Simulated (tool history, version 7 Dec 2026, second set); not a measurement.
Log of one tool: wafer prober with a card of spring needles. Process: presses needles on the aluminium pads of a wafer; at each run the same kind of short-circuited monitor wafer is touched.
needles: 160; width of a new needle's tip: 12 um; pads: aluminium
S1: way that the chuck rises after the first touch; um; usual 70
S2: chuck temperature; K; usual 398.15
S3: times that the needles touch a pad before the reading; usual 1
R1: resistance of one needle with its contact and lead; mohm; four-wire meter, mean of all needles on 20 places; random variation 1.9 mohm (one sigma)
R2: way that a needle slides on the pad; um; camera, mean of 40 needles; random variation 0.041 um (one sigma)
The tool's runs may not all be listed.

| run | hour | S1 | S2 | S3 | R1 | R2 |
|---|---|---|---|---|---|---|
| 1 | 0 | 70 | 398.15 | 1 | 227 | 18.55 |
|  | 3 | tips cleaned on abrasive film |
|  | 17.5 | tips cleaned on abrasive film |
|  | 29.1 | tips cleaned on abrasive film |
|  | 43.6 | tips cleaned on abrasive film |
|  | 58.1 | tips cleaned on abrasive film |
|  | 64.2 | height of the first contact set anew |
|  | 72.9 | tips cleaned on abrasive film |
| 2 | 83.6 | 70 | 398.15 | 1 | 223 | 19.12 |
|  | 86.6 | tips cleaned on abrasive film |
|  | 98.2 | tips cleaned on abrasive film |
|  | 112.7 | tips cleaned on abrasive film |
|  | 124.3 | tips cleaned on abrasive film |
|  | 135.9 | tips cleaned on abrasive film |
| 3 | 145.7 | 70 | 398.15 | 1 | 228 | 18.94 |
|  | 148.7 | tips cleaned on abrasive film |
|  | 160.3 | tips cleaned on abrasive film |
|  | 174.8 | tips cleaned on abrasive film |
|  | 189.3 | tips cleaned on abrasive film |
|  | 200.9 | tips cleaned on abrasive film |
|  | 212.5 | tips cleaned on abrasive film |
|  | 224.2 | tips cleaned on abrasive film |
| 4 | 228 | 70 | 398.15 | 1 | 215 | 18.83 |
|  | 236.7 | tips cleaned on abrasive film |
|  | 251.2 | tips cleaned on abrasive film |
|  | 262.8 | tips cleaned on abrasive film |
| 5 | 269 | 70 | 398.15 | 1 | 219 | 18.8 |
|  | 274.9 | tips cleaned on abrasive film |
|  | 289.4 | tips cleaned on abrasive film |
|  | 303.9 | tips cleaned on abrasive film |
|  | 315.5 | tips cleaned on abrasive film |
| 6 | 316.9 | 70 | 398.15 | 1 | 210 | 18.71 |
|  | 328.5 | tips cleaned on abrasive film |
|  | 340.1 | tips cleaned on abrasive film |
|  | 351.8 | tips cleaned on abrasive film |
| 7 | 358.7 | 70 | 398.15 | 1 | 219 | 18.72 |
|  | 364.5 | tips cleaned on abrasive film |
|  | 376.1 | tips cleaned on abrasive film |
|  | 387.7 | tips cleaned on abrasive film |
|  | 402.2 | tips cleaned on abrasive film |
| 8 | 412.3 | 70 | 398.15 | 1 | 220 | 18.69 |
|  | 415.3 | tips cleaned on abrasive film |
|  | 426.9 | tips cleaned on abrasive film |
|  | 441.4 | tips cleaned on abrasive film |
| 9 | 451.1 | 70 | 398.15 | 1 | 229 | 18.6 |
|  | 454.1 | tips cleaned on abrasive film |
|  | 468.6 | tips cleaned on abrasive film |
|  | 480.2 | tips cleaned on abrasive film |
|  | 494.7 | tips cleaned on abrasive film |
|  | 506.3 | tips cleaned on abrasive film |
|  | 520.8 | tips cleaned on abrasive film |
|  | 534.6 | tips cleaned on abrasive film |
| 10 | 534.6 | 74 | 398.15 | 1 | 207 | 19.58 |
|  | 549.1 | tips cleaned on abrasive film |
|  | 560.7 | tips cleaned on abrasive film |
|  | 569.7 | height of the first contact set anew |
|  | 575.5 | tips cleaned on abrasive film |
|  | 590 | tips cleaned on abrasive film |
|  | 601.6 | tips cleaned on abrasive film |
| 11 | 604 | 74 | 316.15 | 1 | 189 | 20.08 |
|  | 615.7 | tips cleaned on abrasive film |
|  | 627.3 | tips cleaned on abrasive film |
|  | 638.9 | tips cleaned on abrasive film |
|  | 653.4 | tips cleaned on abrasive film |
|  | 665 | tips cleaned on abrasive film |
| 12 | 674.2 | 70 | 398.15 | 1 | 224 | 18.92 |
|  | 677.2 | tips cleaned on abrasive film |
|  | 691.7 | tips cleaned on abrasive film |
|  | 703.3 | tips cleaned on abrasive film |
|  | 717.8 | tips cleaned on abrasive film |
|  | 729.4 | tips cleaned on abrasive film |
|  | 741.1 | tips cleaned on abrasive film |
| 13 | 750.1 | 70 | 398.15 | 1 | 222 | 18.9 |
|  | 753.1 | tips cleaned on abrasive film |
|  | 764.7 | tips cleaned on abrasive film |
|  | 776.3 | tips cleaned on abrasive film |
|  | 787.9 | tips cleaned on abrasive film |
| 14 | 792.3 | 70 | 398.15 | 1 | 215 | 18.75 |
|  | 801.1 | tips cleaned on abrasive film |
|  | 812.7 | tips cleaned on abrasive film |
|  | 824.3 | tips cleaned on abrasive film |
| 15 | 832.7 | 70 | 398.15 | 1 | 223 | 18.73 |
|  | 838.6 | tips cleaned on abrasive film |
|  | 850.2 | tips cleaned on abrasive film |
|  | 861.8 | tips cleaned on abrasive film |
|  | 873.5 | tips cleaned on abrasive film |
|  | 888 | tips cleaned on abrasive film |
| 16 | 898.6 | 82 | 317.15 | 1 | 206 | 21.9 |
|  | 901.6 | tips cleaned on abrasive film |
|  | 913.2 | tips cleaned on abrasive film |
|  | 924.8 | tips cleaned on abrasive film |
|  | 936.4 | tips cleaned on abrasive film |
|  | 950.9 | tips cleaned on abrasive film |
|  | 965.4 | tips cleaned on abrasive film |
| 17 | 970.3 | 70 | 398.15 | 3 | 210 | 18.53 |
|  | 979.1 | tips cleaned on abrasive film |
|  | 990.7 | tips cleaned on abrasive film |
|  | 1002.3 | tips cleaned on abrasive film |
|  | 1016.8 | tips cleaned on abrasive film |
|  | 1031.3 | tips cleaned on abrasive film |
|  | 1044.6 | tips cleaned on abrasive film |
| 18 | 1044.6 | 70 | 314.15 | 2 | 190 | 18.44 |
|  | 1056.2 | tips cleaned on abrasive film |
|  | 1067.8 | tips cleaned on abrasive film |
|  | 1073.9 | height of the first contact set anew |
|  | 1079.7 | tips cleaned on abrasive film |
|  | 1094.2 | tips cleaned on abrasive film |
|  | 1105.9 | tips cleaned on abrasive film |
| 19 | 1113.1 | 88 | 340.15 | 2 | 195 | 23.92 |
|  | 1119 | tips cleaned on abrasive film |
|  | 1133.5 | tips cleaned on abrasive film |
|  | 1145.1 | tips cleaned on abrasive film |
| 20 | 1149.9 | 88 | 340.15 | 2 | 196 | 23.85 |
|  | 1158.7 | tips cleaned on abrasive film |
|  | 1173.2 | tips cleaned on abrasive film |
|  | 1184.8 | tips cleaned on abrasive film |
|  | 1199.3 | tips cleaned on abrasive film |
|  | 1213.8 | tips cleaned on abrasive film |
|  | 1225.4 | tips cleaned on abrasive film |
| 21 | 1231.1 | 88 | 340.15 | 2 | 197 | 23.84 |
|  | 1239.8 | tips cleaned on abrasive film |
|  | 1254.3 | tips cleaned on abrasive film |
|  | 1265.9 | tips cleaned on abrasive film |
| 22 | 1274.2 | 88 | 340.15 | 2 | 199 | 23.77 |
|  | 1280 | tips cleaned on abrasive film |
|  | 1294.5 | tips cleaned on abrasive film |
|  | 1306.1 | tips cleaned on abrasive film |
| 23 | 1312.7 | 55 | 340.15 | 2 | 213 | 14.73 |
|  | 1318.6 | tips cleaned on abrasive film |
|  | 1330.2 | tips cleaned on abrasive film |
|  | 1341.8 | tips cleaned on abrasive film |
|  | 1353.5 | tips cleaned on abrasive film |
|  | 1368 | tips cleaned on abrasive film |
|  | 1379.6 | tips cleaned on abrasive film |
| 24 | 1388.9 | 55 | 330.15 | 2 | 219 | 14.61 |
|  | 1391.9 | tips cleaned on abrasive film |
|  | 1403.5 | tips cleaned on abrasive film |
|  | 1415.1 | tips cleaned on abrasive film |
|  | 1426.7 | tips cleaned on abrasive film |
|  | 1438.4 | tips cleaned on abrasive film |
|  | 1452.9 | tips cleaned on abrasive film |
|  | 1466.9 | tips cleaned on abrasive film |
| 25 | 1466.9 | 88 | 299.15 | 2 | 185 | 23.47 |

Forecast each of these 4 alternatives for the next run:
|  | 1478.5 | tips cleaned on abrasive film |
|  | 1490.1 | tips cleaned on abrasive film |
|  | 1501.8 | tips cleaned on abrasive film |
| A | 1511.6 | 71 | 310.15 | 2 | ? | ? |
|  | 1478.5 | tips cleaned on abrasive film |
|  | 1490.1 | tips cleaned on abrasive film |
|  | 1501.8 | tips cleaned on abrasive film |
| B | 1511.6 | 67 | 299.15 | 2 | ? | ? |
|  | 1478.5 | tips cleaned on abrasive film |
|  | 1490.1 | tips cleaned on abrasive film |
|  | 1501.8 | tips cleaned on abrasive film |
| C | 1511.6 | 61 | 314.15 | 1 | ? | ? |
|  | 1478.5 | tips cleaned on abrasive film |
|  | 1490.1 | tips cleaned on abrasive film |
|  | 1501.8 | tips cleaned on abrasive film |
| D | 1511.6 | 88 | 341.15 | 2 | ? | ? |

| run | R1 | R2 |
|---|---|---|
| A | 205 | 18.83 |
| B | 205 | 17.75 |
| C | 230 | 16.1 |
| D | 199 | 23.42 |
Without the tool's hidden state the same runs would have given:
| run | R1 | R2 |
|---|---|---|
| A | 185 | 19.36 |
| B | 183 | 18.27 |
| C | 188 | 16.63 |
| D | 186 | 23.95 |

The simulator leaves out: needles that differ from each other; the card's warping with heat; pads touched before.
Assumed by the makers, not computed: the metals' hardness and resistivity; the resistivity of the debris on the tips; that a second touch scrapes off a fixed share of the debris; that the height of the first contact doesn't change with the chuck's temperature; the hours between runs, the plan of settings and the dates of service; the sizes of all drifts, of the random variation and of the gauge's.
